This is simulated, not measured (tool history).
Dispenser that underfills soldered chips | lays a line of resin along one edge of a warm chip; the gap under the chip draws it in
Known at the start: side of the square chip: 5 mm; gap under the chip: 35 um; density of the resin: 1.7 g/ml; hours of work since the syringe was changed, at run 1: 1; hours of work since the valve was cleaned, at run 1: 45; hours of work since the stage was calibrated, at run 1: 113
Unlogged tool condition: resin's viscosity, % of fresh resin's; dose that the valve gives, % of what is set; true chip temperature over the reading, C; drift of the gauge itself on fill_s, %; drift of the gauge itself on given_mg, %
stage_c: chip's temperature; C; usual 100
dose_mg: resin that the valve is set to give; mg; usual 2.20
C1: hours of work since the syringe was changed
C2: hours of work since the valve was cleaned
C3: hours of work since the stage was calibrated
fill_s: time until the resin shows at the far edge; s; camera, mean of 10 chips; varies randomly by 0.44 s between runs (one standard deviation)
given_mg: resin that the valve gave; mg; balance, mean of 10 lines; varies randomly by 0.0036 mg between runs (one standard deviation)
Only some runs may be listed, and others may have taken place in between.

run 1 hour=0.0 | stage_c=100 dose_mg=2.20 | C1=1 C2=45 C3=113 | fill_s=35.1 given_mg=2.163
-- hour=7.5 new syringe of resin
run 2 hour=9.9 | stage_c=100 dose_mg=2.20 | C1=2 C2=51 C3=119 | fill_s=37.5 given_mg=2.155
-- hour=16.8 new syringe of resin
run 3 hour=19.9 | stage_c=103 dose_mg=2.20 | C1=2 C2=58 C3=126 | fill_s=34.9 given_mg=2.150
run 4 hour=24.9 | stage_c=103 dose_mg=2.20 | C1=5 C2=61 C3=129 | fill_s=47.9 given_mg=2.151
-- hour=26.9 new syringe of resin
run 5 hour=30.3 | stage_c=103 dose_mg=2.20 | C1=2 C2=64 C3=132 | fill_s=36.5 given_mg=2.139
-- hour=36.4 new syringe of resin
run 6 hour=38.0 | stage_c=103 dose_mg=2.20 | C1=1 C2=69 C3=137 | fill_s=32.6 given_mg=2.144
-- hour=39.5 dispensing valve cleaned and set on the balance
-- hour=46.7 new syringe of resin
run 7 hour=50.5 | stage_c=103 dose_mg=2.20 | C1=2 C2=7 C3=144 | fill_s=37.4 given_mg=2.196
-- hour=56.7 new syringe of resin
run 8 hour=58.3 | stage_c=103 dose_mg=2.20 | C1=1 C2=12 C3=149 | fill_s=32.6 given_mg=2.184
-- hour=65.9 new syringe of resin
run 9 hour=68.9 | stage_c=103 dose_mg=2.20 | C1=2 C2=18 C3=156 | fill_s=35.4 given_mg=2.175
-- hour=75.7 new syringe of resin
run 10 hour=78.5 | stage_c=103 dose_mg=2.20 | C1=2 C2=24 C3=162 | fill_s=34.6 given_mg=2.179
-- hour=85.0 new syringe of resin
run 11 hour=89.7 | stage_c=100 dose_mg=2.11 | C1=3 C2=32 C3=169 | fill_s=43.5 given_mg=2.075
-- hour=94.1 new syringe of resin
run 12 hour=98.5 | stage_c=100 dose_mg=2.11 | C1=3 C2=37 C3=174 | fill_s=42.2 given_mg=2.069
-- hour=104.0 new syringe of resin
run 13 hour=108.7 | stage_c=100 dose_mg=2.11 | C1=3 C2=43 C3=181 | fill_s=44.4 given_mg=2.060
-- hour=113.6 new syringe of resin
run 14 hour=116.7 | stage_c=86 dose_mg=1.97 | C1=2 C2=48 C3=186 | fill_s=64.3 given_mg=1.922
-- hour=122.9 new syringe of resin
run 15 hour=124.3 | stage_c=110 dose_mg=2.37 | C1=1 C2=53 C3=191 | fill_s=26.0 given_mg=2.311
-- hour=132.8 new syringe of resin
run 16 hour=135.4 | stage_c=108 dose_mg=2.77 | C1=2 C2=60 C3=198 | fill_s=29.9 given_mg=2.688
-- hour=142.5 new syringe of resin
run 17 hour=145.3 | stage_c=108 dose_mg=2.12 | C1=2 C2=66 C3=204 | fill_s=31.8 given_mg=2.060
-- hour=151.3 dispensing valve cleaned and set on the balance
-- hour=152.8 new syringe of resin
run 18 hour=152.8 | stage_c=108 dose_mg=2.12 | C1=0 C2=1 C3=208 | fill_s=26.1 given_mg=2.125
run 19 hour=158.0 | stage_c=86 dose_mg=2.17 | C1=3 C2=4 C3=211 | fill_s=70.2 given_mg=2.171
-- hour=162.0 new syringe of resin
run 20 hour=168.8 | stage_c=99 dose_mg=2.43 | C1=4 C2=11 C3=218 | fill_s=49.8 given_mg=2.420
-- hour=171.6 new syringe of resin
run 21 hour=175.9 | stage_c=100 dose_mg=2.38 | C1=3 C2=15 C3=222 | fill_s=42.0 given_mg=2.362
-- hour=181.1 new syringe of resin
run 22 hour=183.7 | stage_c=100 dose_mg=2.38 | C1=2 C2=20 C3=227 | fill_s=37.6 given_mg=2.361
run 23 hour=189.7 | stage_c=103 dose_mg=2.40 | C1=6 C2=24 C3=231 | fill_s=48.6 given_mg=2.381
-- hour=190.8 new syringe of resin
run 24 hour=196.6 | stage_c=92 dose_mg=2.71 | C1=4 C2=28 C3=235 | fill_s=59.6 given_mg=2.685
-- hour=200.6 new syringe of resin
run 25 hour=203.0 | stage_c=113 dose_mg=2.85 | C1=2 C2=32 C3=239 | fill_s=25.3 given_mg=2.817
-- hour=210.2 new syringe of resin
run 26 hour=210.2 | stage_c=113 dose_mg=2.85 | C1=0 C2=37 C3=244 | fill_s=22.4 given_mg=2.809

Here are 5 independent what-if runs from the current tool condition. What would each one return?
run A hour=216.4 | stage_c=96 dose_mg=2.61 | C1=4 C2=41 C3=248 | fill_s=? given_mg=?
run B hour=216.4 | stage_c=100 dose_mg=1.97 | C1=4 C2=41 C3=248 | fill_s=? given_mg=?
run C hour=216.4 | stage_c=95 dose_mg=2.85 | C1=4 C2=41 C3=248 | fill_s=? given_mg=?
run D hour=216.4 | stage_c=101 dose_mg=2.28 | C1=4 C2=41 C3=248 | fill_s=? given_mg=?
run E hour=216.4 | stage_c=98 dose_mg=2.40 | C1=4 C2=41 C3=248 | fill_s=? given_mg=?

run=A fill_s=53.5 given_mg=2.572
run=B fill_s=48.7 given_mg=1.935
run=C fill_s=55.8 given_mg=2.808
run=D fill_s=46.0 given_mg=2.250
run=E fill_s=51.2 given_mg=2.365
Without the tool's unlogged condition, the same runs would have read:
run=A fill_s=35.3 given_mg=2.611
run=B fill_s=32.0 given_mg=1.965
run=C fill_s=36.7 given_mg=2.850
run=D fill_s=30.4 given_mg=2.284
run=E fill_s=33.8 given_mg=2.400

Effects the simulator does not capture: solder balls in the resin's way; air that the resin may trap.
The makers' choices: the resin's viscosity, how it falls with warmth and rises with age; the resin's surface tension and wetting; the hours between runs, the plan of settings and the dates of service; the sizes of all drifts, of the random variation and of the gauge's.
